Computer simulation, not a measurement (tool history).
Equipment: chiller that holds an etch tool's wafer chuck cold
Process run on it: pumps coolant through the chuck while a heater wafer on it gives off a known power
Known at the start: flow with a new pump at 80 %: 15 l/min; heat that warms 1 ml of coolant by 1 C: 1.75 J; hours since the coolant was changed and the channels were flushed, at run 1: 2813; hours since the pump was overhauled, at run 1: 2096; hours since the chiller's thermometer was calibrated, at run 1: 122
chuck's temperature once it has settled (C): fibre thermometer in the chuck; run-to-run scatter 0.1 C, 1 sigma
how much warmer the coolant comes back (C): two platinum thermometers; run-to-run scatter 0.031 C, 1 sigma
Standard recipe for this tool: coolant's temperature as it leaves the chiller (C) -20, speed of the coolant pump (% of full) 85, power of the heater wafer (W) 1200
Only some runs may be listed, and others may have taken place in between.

| run | hour | coolant's temperature as it leaves the chiller (C) | speed of the coolant pump (% of full) | power of the heater wafer (W) | hours since the coolant was changed and the channels were flushed | hours since the pump was overhauled | hours since the chiller's thermometer was calibrated | chuck's temperature once it has settled (C) | how much warmer the coolant comes back (C) |
|---|---|---|---|---|---|---|---|---|---|
| 1 | 0 | -20 | 85 | 1200 | 2813 | 2096 | 122 | -11.2 | 2.72 |
| 2 | 26.9 | -20 | 85 | 1200 | 2840 | 2123 | 148 | -11.1 | 2.77 |
| 3 | 60.6 | -20 | 85 | 1200 | 2873 | 2157 | 182 | -11.1 | 2.74 |
| 4 | 97.8 | -20 | 85 | 1200 | 2910 | 2194 | 219 | -11.1 | 2.79 |
| 5 | 135 | -20 | 85 | 1200 | 2948 | 2231 | 257 | -11.2 | 2.73 |
| 6 | 173.2 | -20 | 85 | 1200 | 2986 | 2269 | 295 | -10.9 | 2.8 |
| 7 | 211.8 | -20 | 68 | 1200 | 3024 | 2308 | 333 | -9.2 | 3.47 |
| 8 | 241.9 | -20 | 68 | 1200 | 3054 | 2338 | 363 | -9.1 | 3.52 |
| 9 | 287.3 | -20 | 68 | 1200 | 3100 | 2383 | 409 | -9.1 | 3.43 |
| 10 | 309.3 | -15 | 85 | 1200 | 3122 | 2405 | 431 | -5.9 | 2.72 |
| 11 | 336.3 | -26 | 81 | 1231 | 3149 | 2432 | 458 | -16.5 | 2.98 |
| 12 | 361.8 | -15 | 85 | 1200 | 3174 | 2458 | 483 | -6 | 2.83 |
| 13 | 409.4 | -15 | 60 | 1200 | 3222 | 2505 | 531 | -2.7 | 3.9 |
| 14 | 446.5 | -23 | 85 | 1532 | 3259 | 2542 | 568 | -11.5 | 3.59 |
| 15 | 494.9 | -23 | 66 | 1532 | 3307 | 2591 | 616 | -8.5 | 4.59 |
| 16 | 536.5 | -21 | 79 | 774 | 3349 | 2633 | 658 | -14.8 | 1.93 |
| 17 | 574.7 | -21 | 67 | 774 | 3387 | 2671 | 696 | -13.7 | 2.27 |
| 18 | 626.6 | -21 | 67 | 1118 | 3439 | 2723 | 748 | -10.6 | 3.27 |
| 19 | 650.6 | -21 | 67 | 1118 | 3463 | 2747 | 772 | -10.6 | 3.31 |

Measured less the same run without the tool's hidden state. The same run-to-run variation is in both; the gauge's scatter may not be:
The hidden state here: heat passed by the chuck's channels, % of clean ones'; flow at a given pump speed, % of a new pump's; coolant's true temperature over the reading, C; drift of the gauge itself on chuck_c, C; drift of the gauge itself on warmer_back_c, C.
| run | chuck's temperature once it has settled (C) | how much warmer the coolant comes back (C) |
|---|---|---|
| 1 | +1.3 | +0.16 |
| 2 | +1.2 | +0.17 |
| 3 | +1.3 | +0.17 |
| 4 | +1.3 | +0.17 |
| 5 | +1.4 | +0.18 |
| 6 | +1.4 | +0.18 |
| 7 | +1.7 | +0.23 |
| 8 | +1.7 | +0.23 |
| 9 | +1.8 | +0.23 |
| 10 | +1.5 | +0.19 |
| 11 | +1.6 | +0.21 |
| 12 | +1.5 | +0.2 |
| 13 | +2.1 | +0.29 |
| 14 | +2 | +0.27 |
| 15 | +2.5 | +0.34 |
| 16 | +1.1 | +0.15 |
| 17 | +1.3 | +0.17 |
| 18 | +1.9 | +0.26 |
| 19 | +1.9 | +0.26 |
